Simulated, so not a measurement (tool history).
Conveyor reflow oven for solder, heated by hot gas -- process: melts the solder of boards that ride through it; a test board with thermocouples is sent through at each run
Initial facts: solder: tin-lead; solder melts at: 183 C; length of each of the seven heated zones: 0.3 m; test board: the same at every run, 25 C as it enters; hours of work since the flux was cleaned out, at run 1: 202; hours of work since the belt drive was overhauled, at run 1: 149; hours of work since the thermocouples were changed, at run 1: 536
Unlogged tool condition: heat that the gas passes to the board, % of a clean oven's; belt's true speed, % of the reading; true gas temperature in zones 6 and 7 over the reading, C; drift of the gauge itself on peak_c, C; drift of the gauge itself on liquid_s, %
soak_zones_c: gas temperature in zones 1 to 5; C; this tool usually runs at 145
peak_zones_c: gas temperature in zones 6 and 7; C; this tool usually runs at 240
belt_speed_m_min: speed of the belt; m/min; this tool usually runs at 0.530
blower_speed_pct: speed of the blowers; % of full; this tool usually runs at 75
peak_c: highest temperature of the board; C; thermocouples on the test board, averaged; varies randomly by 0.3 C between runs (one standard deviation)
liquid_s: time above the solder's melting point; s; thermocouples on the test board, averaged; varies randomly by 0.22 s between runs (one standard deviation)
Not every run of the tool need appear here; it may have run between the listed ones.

run   hour  soak_zones_c  peak_zones_c  belt_speed_m_min  blower_speed_pct  hours of work since the flux was cleaned out  hours of work since the belt drive was overhauled  hours of work since the thermocouples were changed  peak_c  liquid_s
  1    0.0           145           240             0.530                75                                           202                                                149                                                 536   225.9      58.4
  2    7.5           145           240             0.530                75                                           207                                                154                                                 541   225.9      58.5
  3   15.7           145           240             0.530                75                                           213                                                160                                                 547   226.3      58.4
  4   27.9           145           240             0.530                75                                           221                                                168                                                 555   225.8      58.7
  5   33.9           145           240             0.530                84                                           225                                                172                                                 559   227.4      59.4
  6   45.5           145           240             0.530                84                                           233                                                180                                                 567   227.3      59.5
  7   58.2           145           240             0.530                84                                           242                                                189                                                 576   227.5      59.2
  8   68.6           145           240             0.530                84                                           249                                                196                                                 583   228.0      59.6
  9   74.2           145           240             0.530                84                                           253                                                200                                                 587   227.5      59.4
 10   80.0           145           240             0.455                75                                           257                                                204                                                 591   230.0      71.1
 11   90.5           145           240             0.540                75                                           264                                                211                                                 598   225.5      57.0
 12   97.3           145           240             0.540                75                                           269                                                216                                                 603   225.3      56.9
 13  103.1           145           240             0.540                75                                           273                                                220                                                 607   225.3      57.4
 14  111.8           145           240             0.540                75                                           279                                                226                                                 613   225.2      57.2
 15  124.7           145           240             0.540                75                                           288                                                234                                                 621   226.0      56.7
 16  137.3           141           239             0.540                75                                           296                                                243                                                 630   224.2      55.0
 17  145.9           138           246             0.566                80                                           302                                                249                                                 636   229.1      53.7
 18  152.2           138           246             0.566                80                                           306                                                253                                                 640   229.0      53.6
 19  164.0           145           247             0.448                75                                           314                                                261                                                 648   237.3      75.2
 20  171.0           145           247             0.448                75                                           319                                                266                                                 653   237.0      75.5
 21  182.0           145           247             0.448                75                                           327                                                274                                                 661   236.5      75.5
 22  187.7           145           242             0.528                75                                           331                                                278                                                 665   228.1      59.7
 23  199.9           145           255             0.468                75                                           339                                                286                                                 673   242.9      74.5
 24  206.1           149           248             0.539                50                                           343                                                290                                                 677   227.3      58.8
 25  214.9           144           248             0.497                68                                           349                                                296                                                 683   233.3      65.9
 26  224.7           144           251             0.497                55                                           356                                                303                                                 690   233.1      65.8
 27  231.1           144           251             0.497                55                                           360                                                307                                                 694   232.3      65.7

Each row is a separate what-if for the run after 27, all from the same tool condition, not one after another. Results?
  A  237.7           136           235             0.497                55                                           365                                                312                                                 699       ?         ?
  B  237.7           145           240             0.530                71                                           365                                                312                                                 699       ?         ?
  C  237.7           145           236             0.610                75                                           365                                                312                                                 699       ?         ?
  D  237.7           150           251             0.500                55                                           365                                                312                                                 699       ?         ?
  E  237.7           145           246             0.530                75                                           365                                                312                                                 699       ?         ?

run  peak_c  liquid_s
  A   216.8      53.4
  B   225.3      58.0
  C   218.2      46.4
  D   233.7      67.9
  E   230.9      60.8
Stripped of hidden state, with their random variation kept, the same runs would have yielded:
run  peak_c  liquid_s
  A   216.3      53.1
  B   224.9      57.7
  C   218.1      46.3
  D   233.2      67.3
  E   230.6      60.4

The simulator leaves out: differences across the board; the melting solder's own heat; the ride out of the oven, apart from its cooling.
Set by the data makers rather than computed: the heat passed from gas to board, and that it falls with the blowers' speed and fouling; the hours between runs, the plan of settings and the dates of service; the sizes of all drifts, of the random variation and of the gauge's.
